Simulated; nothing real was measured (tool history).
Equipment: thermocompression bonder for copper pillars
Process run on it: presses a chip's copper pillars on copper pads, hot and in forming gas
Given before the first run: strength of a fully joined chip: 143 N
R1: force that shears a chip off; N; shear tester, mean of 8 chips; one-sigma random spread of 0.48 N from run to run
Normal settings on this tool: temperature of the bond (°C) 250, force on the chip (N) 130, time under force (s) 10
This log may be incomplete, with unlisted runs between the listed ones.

Run 1, hour 0: usual settings. Result: R1 83.1 N.
Run 2, hour 13.4: usual settings. Result: R1 82 N.
Run 3, hour 24.6: usual settings. Result: R1 83.2 N.
Run 4, hour 35.1: usual settings but force on the chip (N) 89. Result: R1 62.4 N.
Run 5, hour 49.7: usual settings but force on the chip (N) 89. Result: R1 62 N.
Run 6, hour 65.5: usual settings but force on the chip (N) 89. Result: R1 63.1 N.
Run 7, hour 78.6: usual settings but force on the chip (N) 89. Result: R1 62.8 N.
Run 8, hour 99.5: usual settings but force on the chip (N) 131. Result: R1 82.9 N.
Run 9, hour 115.3: usual settings but force on the chip (N) 131. Result: R1 82.9 N.
Run 10, hour 138.1: usual settings but force on the chip (N) 131. Result: R1 81.9 N.
Run 11, hour 156.6: usual settings but force on the chip (N) 131. Result: R1 82.1 N.
Run 12, hour 182.3: usual settings but time under force (s) 21. Result: R1 99.9 N.
Run 13, hour 192.1: usual settings but time under force (s) 21. Result: R1 100.2 N.
Run 14, hour 208.8: usual settings but time under force (s) 21. Result: R1 101.4 N.
Run 15, hour 222.4: usual settings but temperature of the bond (°C) 245, force on the chip (N) 85. Result: R1 56.7 N.
Run 16, hour 236.8: usual settings but temperature of the bond (°C) 245, force on the chip (N) 85. Result: R1 56.2 N.
Run 17, hour 249.9: usual settings but force on the chip (N) 142, time under force (s) 16. Result: R1 97.1 N.
Run 18, hour 273: usual settings but temperature of the bond (°C) 258, force on the chip (N) 96, time under force (s) 16. Result: R1 83 N.
Run 19, hour 283.5: usual settings but temperature of the bond (°C) 258, force on the chip (N) 138, time under force (s) 28. Result: R1 114.6 N.
Run 20, hour 296.2: usual settings but temperature of the bond (°C) 263, force on the chip (N) 138, time under force (s) 28. Result: R1 118.2 N.
Run 21, hour 315: usual settings but temperature of the bond (°C) 263, force on the chip (N) 163, time under force (s) 26. Result: R1 122.5 N.
Run 22, hour 329.8: usual settings but temperature of the bond (°C) 227. Result: R1 62 N.
Run 23, hour 339.8: usual settings but temperature of the bond (°C) 279, force on the chip (N) 150, time under force (s) 7. Result: R1 100.6 N.
Run 24, hour 356.5: usual settings but temperature of the bond (°C) 279, force on the chip (N) 150, time under force (s) 17. Result: R1 121.9 N.
Run 25, hour 374.1: usual settings but temperature of the bond (°C) 279, force on the chip (N) 150, time under force (s) 17. Result: R1 121.1 N.
Run 26, hour 387.4: usual settings but temperature of the bond (°C) 279, force on the chip (N) 150, time under force (s) 17. Result: R1 120.8 N.
Run 27, hour 402.2: usual settings but temperature of the bond (°C) 232, force on the chip (N) 79, time under force (s) 5. Result: R1 32.5 N.

Between the runs listed above, the log contained 3 entries, not reproduced here. Where in the sequence does each belong, and how does what the log doesn't record of the tool's condition differ from the listed run before to the listed run after?
Run 11 -> run 12: force cell calibrated (hour 161)
  force that reaches the chip, % of what is set: 100.3 -> 100; oxide that the forming gas leaves, % of the face: 0.74 -> 0.77; drift of the gauge itself on shear_n, %: -1 -> -1.15
  the result without the hidden state subtracted from the measured one, R1: -0.5 -> -1.1 N
Run 15 -> run 16: heater calibrated with a thermocouple chip (hour 234.5)
  true temperature of the bond over the reading, C: 0.4 -> 0.1; oxide that the forming gas leaves, % of the face: 0.81 -> 0.82; drift of the gauge itself on shear_n, %: -1.41 -> -1.49
  the result without the hidden state subtracted from the measured one, R1: -0.7 -> -1 N
Run 20 -> run 21: forming gas filter changed (hour 310.5)
  oxide that the forming gas leaves, % of the face: 0.87 -> 0.51; drift of the gauge itself on shear_n, %: -1.86 -> -1.98
  the result without the hidden state subtracted from the measured one, R1: -2.6 -> -2.5 N
